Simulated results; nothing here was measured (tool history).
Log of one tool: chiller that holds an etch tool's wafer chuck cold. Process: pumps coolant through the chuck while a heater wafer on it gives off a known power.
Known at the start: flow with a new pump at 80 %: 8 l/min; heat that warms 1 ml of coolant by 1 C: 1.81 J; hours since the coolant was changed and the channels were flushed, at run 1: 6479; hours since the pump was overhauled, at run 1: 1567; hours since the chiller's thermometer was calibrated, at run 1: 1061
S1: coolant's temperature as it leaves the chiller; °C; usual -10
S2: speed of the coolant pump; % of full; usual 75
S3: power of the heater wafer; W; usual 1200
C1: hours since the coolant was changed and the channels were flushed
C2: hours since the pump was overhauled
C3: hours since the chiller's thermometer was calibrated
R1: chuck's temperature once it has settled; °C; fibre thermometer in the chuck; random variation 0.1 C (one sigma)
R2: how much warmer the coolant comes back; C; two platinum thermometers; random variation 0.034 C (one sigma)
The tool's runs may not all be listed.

run	day	S1	S2	S3	C1	C2	C3	R1	R2
1	0	-10	75	1200	6479	1567	1061	0.8	5.44
2	4.017	-10	75	1200	6575	1663	1157	0.7	5.37
3	7.7	-10	75	1200	6663	1752	1246	0.6	5.4
4	11.162	-10	71	1200	6747	1835	1329	1.2	5.74
# day 15.171: coolant changed, channels flushed
5	15.446	-2	71	1200	7	1932	1425	8.3	5.71
6	19.438	-2	71	1200	102	2027	1521	8.3	5.8
7	23.238	-10	75	1200	194	2119	1612	0	5.48
8	27.092	-10	75	1200	286	2211	1705	0	5.51
9	31.229	-10	75	1200	385	2310	1804	0	5.43
10	33.592	-10	76	1200	442	2367	1861	-0.1	5.33
11	37.088	-10	76	1200	526	2451	1945	-0.1	5.38
12	39.308	-10	76	1200	579	2504	1998	-0.1	5.36
13	43.212	-10	76	1200	673	2598	2092	-0.2	5.46
# day 43.6: coolant pump overhauled
14	45.846	-10	98	1162	731	54	2150	-2.4	4.09
# day 50.129: coolant pump overhauled, once more
15	50.129	-17	73	1224	829	0	2248	-6.9	5.58
16	53.079	-7	98	1694	900	71	2319	3.8	5.8
17	55.1	-2	98	704	948	119	2367	2.3	2.39
# day 55.658: chiller's thermometer calibrated
18	59.6	-2	98	704	1055	226	95	2.6	2.37
19	63.729	-2	75	1146	1154	325	194	7.4	5.14
20	67.525	-2	75	1298	1246	416	285	8.8	5.83
21	71.617	-17	86	1523	1344	515	383	-6	5.95
22	74.062	-4	75	1200	1402	573	442	6.1	5.4
23	76.946	-1	89	1089	1472	643	511	6.6	4.11
24	80.296	-1	89	1089	1552	723	591	6.9	4.13
25	83.821	-14	94	1200	1637	808	676	-5.7	4.31

4 ways to go on from here, each from the tool as it stands after run 25. What would each give?
A	85.971	-16	94	762	1688	859	728	?	?
B	85.971	-9	94	1200	1688	859	728	?	?
C	85.971	-4	61	1200	1688	859	728	?	?
D	85.971	-15	94	731	1688	859	728	?	?

run	R1	R2
A	-10.9	2.72
B	-0.9	4.33
C	8.3	6.58
D	-10	2.64
Without the tool's hidden state the same runs would have given:
run	R1	R2
A	-11	2.69
B	-1	4.28
C	8	6.5
D	-10.1	2.61

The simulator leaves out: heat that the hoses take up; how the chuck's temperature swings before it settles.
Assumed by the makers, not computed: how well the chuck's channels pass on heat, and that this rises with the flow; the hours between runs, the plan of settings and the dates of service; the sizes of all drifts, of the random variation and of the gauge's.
